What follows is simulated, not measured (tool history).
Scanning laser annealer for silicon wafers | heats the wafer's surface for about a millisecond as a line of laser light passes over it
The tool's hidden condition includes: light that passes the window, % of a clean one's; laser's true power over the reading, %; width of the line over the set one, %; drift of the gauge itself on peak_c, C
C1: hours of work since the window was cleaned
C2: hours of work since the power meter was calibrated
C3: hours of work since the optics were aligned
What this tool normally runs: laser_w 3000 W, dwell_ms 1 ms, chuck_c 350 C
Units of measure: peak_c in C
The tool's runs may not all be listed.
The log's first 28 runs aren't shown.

{"run": 29, "hour": 430.2, "laser_w": 2594, "dwell_ms": 1, "chuck_c": 329, "C1": 42, "C2": 683, "C3": 1107, "peak_c": 1002}
{"run": 30, "hour": 445.6, "laser_w": 2617, "dwell_ms": 1.11, "chuck_c": 329, "C1": 54, "C2": 696, "C3": 1119, "peak_c": 1053}
{"run": 31, "hour": 459.9, "laser_w": 3290, "dwell_ms": 1.11, "chuck_c": 333, "C1": 65, "C2": 707, "C3": 1130, "peak_c": 1298}
{"run": 32, "hour": 474.4, "laser_w": 3290, "dwell_ms": 1.11, "chuck_c": 333, "C1": 77, "C2": 718, "C3": 1142, "peak_c": 1298}
{"run": 33, "hour": 495.7, "laser_w": 2576, "dwell_ms": 1.24, "chuck_c": 350, "C1": 94, "C2": 735, "C3": 1159, "peak_c": 1100}
{"run": 34, "hour": 509.4, "laser_w": 2689, "dwell_ms": 0.74, "chuck_c": 350, "C1": 105, "C2": 746, "C3": 1169, "peak_c": 934}
{"run": 35, "hour": 525.2, "laser_w": 2689, "dwell_ms": 0.74, "chuck_c": 350, "C1": 117, "C2": 759, "C3": 1182, "peak_c": 933}
{"run": 36, "hour": 536.1, "laser_w": 3258, "dwell_ms": 0.74, "chuck_c": 373, "C1": 126, "C2": 767, "C3": 1191, "peak_c": 1118}

Alternative continuations, all from the tool just after run 36; predict every row:
{"hour": 554.3, "done": "optics aligned, line set to its width"}
{"run": "A", "hour": 564.2, "laser_w": 2551, "dwell_ms": 0.75, "chuck_c": 362, "C1": 144, "C2": 785, "C3": 8, "peak_c": "?"}
{"hour": 554.3, "done": "optics aligned, line set to its width"}
{"run": "B", "hour": 564.2, "laser_w": 2889, "dwell_ms": 1, "chuck_c": 350, "C1": 144, "C2": 785, "C3": 8, "peak_c": "?"}
{"hour": 554.3, "done": "optics aligned, line set to its width"}
{"run": "C", "hour": 564.2, "laser_w": 3258, "dwell_ms": 0.74, "chuck_c": 335, "C1": 144, "C2": 785, "C3": 8, "peak_c": "?"}
{"hour": 554.3, "done": "optics aligned, line set to its width"}
{"run": "D", "hour": 564.2, "laser_w": 3000, "dwell_ms": 1, "chuck_c": 317, "C1": 144, "C2": 785, "C3": 8, "peak_c": "?"}
{"hour": 554.3, "done": "optics aligned, line set to its width"}
{"run": "E", "hour": 564.2, "laser_w": 2859, "dwell_ms": 0.74, "chuck_c": 332, "C1": 144, "C2": 785, "C3": 8, "peak_c": "?"}

run=A peak_c=920
run=B peak_c=1126
run=C peak_c=1093
run=D peak_c=1130
run=E peak_c=975
With no hidden state in the tool, these same runs would have given:
run=A peak_c=928
run=B peak_c=1136
run=C peak_c=1103
run=D peak_c=1141
run=E peak_c=984
